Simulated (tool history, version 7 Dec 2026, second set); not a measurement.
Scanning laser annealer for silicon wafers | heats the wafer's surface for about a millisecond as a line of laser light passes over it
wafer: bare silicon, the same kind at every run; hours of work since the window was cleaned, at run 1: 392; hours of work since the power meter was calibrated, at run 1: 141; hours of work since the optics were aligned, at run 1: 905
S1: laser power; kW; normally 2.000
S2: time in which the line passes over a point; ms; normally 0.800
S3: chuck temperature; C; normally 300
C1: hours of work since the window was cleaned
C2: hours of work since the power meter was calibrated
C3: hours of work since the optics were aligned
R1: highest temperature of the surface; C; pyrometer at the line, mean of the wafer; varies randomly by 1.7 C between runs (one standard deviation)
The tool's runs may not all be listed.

| run | day | S1 | S2 | S3 | C1 | C2 | C3 | R1 |
|---|---|---|---|---|---|---|---|---|
| 1 | 0.000 | 2.000 | 0.800 | 300 | 392 | 141 | 905 | 987 |
| 2 | 1.171 | 2.000 | 0.800 | 300 | 413 | 162 | 927 | 988 |
| 3 | 1.942 | 2.000 | 0.800 | 300 | 428 | 176 | 941 | 988 |
| 4 | 2.558 | 2.000 | 0.800 | 300 | 439 | 188 | 953 | 982 |
| 5 | 3.738 | 1.994 | 0.800 | 300 | 461 | 210 | 974 | 984 |
| 6 | 5.154 | 1.994 | 0.800 | 300 | 487 | 236 | 1000 | 983 |
| 7 | 5.996 | 2.001 | 0.800 | 300 | 502 | 251 | 1016 | 982 |
| 8 | 6.783 | 2.001 | 0.800 | 300 | 517 | 266 | 1030 | 981 |
| 9 | 7.950 | 2.001 | 0.800 | 300 | 538 | 287 | 1052 | 981 |
| 10 | 8.967 | 2.000 | 0.968 | 300 | 557 | 306 | 1071 | 1045 |
| 11 | 10.346 | 2.000 | 0.968 | 300 | 582 | 331 | 1096 | 1043 |
| 12 | 11.304 | 2.000 | 0.968 | 300 | 600 | 349 | 1114 | 1043 |
| 13 | 12.775 | 2.000 | 0.800 | 300 | 627 | 376 | 1141 | 979 |
| 14 | 13.683 | 2.000 | 0.800 | 300 | 644 | 393 | 1157 | 979 |
| 15 | 14.617 | 2.000 | 0.800 | 263 | 661 | 410 | 1175 | 938 |
| 16 | 16.108 | 2.000 | 0.800 | 300 | 688 | 437 | 1202 | 974 |
| 17 | 16.796 | 2.162 | 0.800 | 300 | 701 | 450 | 1215 | 1028 |
|  | 17.012 | window over the wafer cleaned |
| 18 | 17.583 | 2.000 | 0.723 | 300 | 10 | 463 | 1228 | 937 |
| 19 | 18.517 | 2.000 | 0.723 | 300 | 28 | 480 | 1245 | 932 |
| 20 | 19.796 | 2.000 | 0.723 | 300 | 51 | 504 | 1268 | 936 |
| 21 | 21.121 | 2.000 | 0.723 | 300 | 76 | 528 | 1293 | 935 |
| 22 | 22.588 | 2.000 | 0.723 | 300 | 103 | 555 | 1320 | 935 |
| 23 | 23.338 | 2.000 | 0.723 | 300 | 116 | 569 | 1334 | 933 |
| 24 | 24.729 | 2.108 | 0.723 | 300 | 142 | 595 | 1359 | 963 |
| 25 | 25.479 | 2.000 | 0.614 | 300 | 156 | 608 | 1373 | 884 |
|  | 25.829 | window over the wafer cleaned, once more |
| 26 | 26.962 | 2.000 | 0.614 | 300 | 21 | 634 | 1399 | 916 |
| 27 | 28.008 | 2.050 | 0.977 | 300 | 40 | 653 | 1418 | 1083 |
| 28 | 29.400 | 2.050 | 0.977 | 300 | 66 | 679 | 1444 | 1082 |
| 29 | 30.075 | 2.000 | 0.899 | 306 | 78 | 691 | 1456 | 1042 |
| 30 | 31.192 | 2.000 | 0.899 | 306 | 99 | 712 | 1477 | 1039 |
| 31 | 32.642 | 2.000 | 0.691 | 300 | 125 | 739 | 1503 | 949 |
| 32 | 33.858 | 2.000 | 0.613 | 300 | 148 | 761 | 1526 | 915 |
| 33 | 34.654 | 2.000 | 0.650 | 309 | 163 | 776 | 1540 | 940 |
| 34 | 35.567 | 2.000 | 0.650 | 309 | 179 | 793 | 1557 | 934 |
| 35 | 36.988 | 2.000 | 0.650 | 309 | 206 | 819 | 1583 | 936 |
| 36 | 37.896 | 2.000 | 0.650 | 309 | 222 | 836 | 1600 | 933 |
| 37 | 38.700 | 2.000 | 0.650 | 309 | 237 | 850 | 1615 | 935 |
| 38 | 39.492 | 2.000 | 0.699 | 298 | 252 | 865 | 1630 | 947 |
| 39 | 40.321 | 1.705 | 0.825 | 289 | 267 | 880 | 1645 | 884 |
| 40 | 41.058 | 1.705 | 0.825 | 289 | 280 | 894 | 1658 | 884 |

For each entry between runs, how does the tool's hidden state at the last listed run before it compare with that at the first listed run after it?
Runs 17 to 18: window over the wafer cleaned (day 17.012)
  light that passes the window, % of a clean one's: 96.14 -> 95.05; width of the line over the set one, %: 2.7 -> 2.73
  the result without the hidden state subtracted from the measured one, R1: -41 -> -43 C
Runs 25 to 26: window over the wafer cleaned, once more (day 25.829)
  light that passes the window, % of a clean one's: 94.28 -> 99.83; width of the line over the set one, %: 3.06 -> 3.12
  the result without the hidden state subtracted from the measured one, R1: -46 -> -11 C
